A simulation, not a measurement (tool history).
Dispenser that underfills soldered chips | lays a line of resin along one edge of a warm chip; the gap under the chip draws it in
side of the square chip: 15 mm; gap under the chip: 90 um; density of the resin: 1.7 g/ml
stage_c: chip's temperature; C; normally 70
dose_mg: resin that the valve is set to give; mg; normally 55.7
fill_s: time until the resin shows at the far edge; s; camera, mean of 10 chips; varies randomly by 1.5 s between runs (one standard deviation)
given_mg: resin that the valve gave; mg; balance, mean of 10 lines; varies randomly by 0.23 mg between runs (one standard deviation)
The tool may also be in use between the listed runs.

run  hour  stage_c  dose_mg  fill_s  given_mg
  1   0.0       70     55.7   179.4     52.79
      3.1  -- new syringe of resin
      4.1  -- dispensing valve cleaned and set on the balance
  2   5.7       70     55.7   152.9     55.41
  3  13.4       70     55.7   190.7     55.21
     15.8  -- new syringe of resin
  4  21.2       70     55.7   169.8     54.35
     27.5  -- new syringe of resin
  5  29.3       70     55.7   158.2     54.80
  6  37.0       70     55.7   191.3     54.86
     39.4  -- new syringe of resin
  7  44.8       64     55.7   220.2     54.04
  8  48.3       79     55.7   128.1     54.24
     51.2  -- new syringe of resin
  9  56.1       79     63.2   114.9     61.58
 10  61.7       72     47.8   187.1     46.04

Estimate the outcome of run 11 from the log above:
     63.2  -- new syringe of resin
 11  66.1       56     65.8       ?         ?

fill_s: 289.2 s
given_mg: 63.43 mg
Were there no unlogged condition in the tool, this run, its random variation unchanged, would have produced fill_s 266.0 s, given_mg 66.00 mg.
